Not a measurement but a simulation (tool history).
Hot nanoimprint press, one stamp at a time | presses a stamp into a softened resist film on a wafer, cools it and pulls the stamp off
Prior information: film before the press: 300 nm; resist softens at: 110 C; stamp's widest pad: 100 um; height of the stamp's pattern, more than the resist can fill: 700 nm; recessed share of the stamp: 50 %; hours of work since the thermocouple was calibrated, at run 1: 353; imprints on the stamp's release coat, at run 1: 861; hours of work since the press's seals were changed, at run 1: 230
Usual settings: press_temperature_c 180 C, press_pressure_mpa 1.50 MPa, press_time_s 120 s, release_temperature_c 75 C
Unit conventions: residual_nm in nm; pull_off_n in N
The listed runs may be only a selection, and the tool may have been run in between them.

run   hour  press_temperature_c  press_pressure_mpa  press_time_s  release_temperature_c  hours of work since the thermocouple was calibrated  imprints on the stamp's release coat  hours of work since the press's seals were changed  residual_nm  pull_off_n
  1    0.0                  180                1.50           120                     75                                                  353                                   861                                                 230        161.3         284
  2    7.5                  180                1.50           120                     75                                                  356                                   875                                                 234        160.2         283
  3   13.9                  180                1.50           120                     75                                                  359                                   887                                                 236        162.0         287
  4   23.2                  180                1.50           120                     75                                                  362                                   905                                                 240        161.6         282
  5   32.4                  180                1.50           120                     75                                                  366                                   922                                                 244        162.0         272
  6   39.9                  180                1.50           120                     75                                                  369                                   936                                                 247        164.9         285
  7   51.2                  180                1.50           120                     75                                                  374                                   958                                                 252        161.7         286
  8   64.1                  180                1.50           120                     75                                                  380                                   982                                                 257        164.3         277
  9   70.6                  180                1.50           120                     75                                                  382                                   994                                                 260        163.7         288
      74.3  -- plate thermocouple calibrated
 10   81.6                  180                1.50           120                     75                                                    3                                  1010                                                 263        168.1         290
 11   94.9                  180                2.26            81                     75                                                    9                                  1035                                                 269        164.6         294
 12  103.2                  181                0.94            81                     75                                                   12                                  1050                                                 272        210.3         299
 13  115.9                  178                1.50           151                     75                                                   17                                  1074                                                 278        165.4         296
 14  126.0                  172                1.03           179                     75                                                   22                                  1093                                                 282        216.4         298
     133.2  -- plate thermocouple calibrated, once more
 15  140.5                  172                1.03           179                     75                                                    3                                  1115                                                 287        200.6         275
 16  153.3                  180                1.50            99                     66                                                    8                                  1139                                                 292        161.3         336
 17  166.0                  174                0.92            99                     72                                                   14                                  1163                                                 297        226.2         306
 18  179.9                  189                1.30            99                     66                                                   20                                  1189                                                 303        124.0         331
 19  190.9                  189                1.30            85                     71                                                   24                                  1210                                                 308        132.2         303
 20  204.2                  189                1.30            85                     71                                                   30                                  1235                                                 313        134.8         297

5 ways to go on from here, each from the tool as it stands after run 20. What would each give?
  A  215.0                  175                1.30            85                     65                                                   34                                  1256                                                 318            ?           ?
  B  215.0                  175                1.87           120                     72                                                   34                                  1256                                                 318            ?           ?
  C  215.0                  185                1.69           120                     75                                                   34                                  1256                                                 318            ?           ?
  D  215.0                  189                0.95            85                     71                                                   34                                  1256                                                 318            ?           ?
  E  215.0                  180                1.50            70                     75                                                   34                                  1256                                                 318            ?           ?

run  residual_nm  pull_off_n
  A        210.4         342
  B        169.5         298
  C        120.9         288
  D        151.6         307
  E        182.2         290
What these runs would have given with no unlogged condition in the tool:
run  residual_nm  pull_off_n
  A        208.2         281
  B        166.5         245
  C        118.6         236
  D        149.8         252
  E        179.8         238
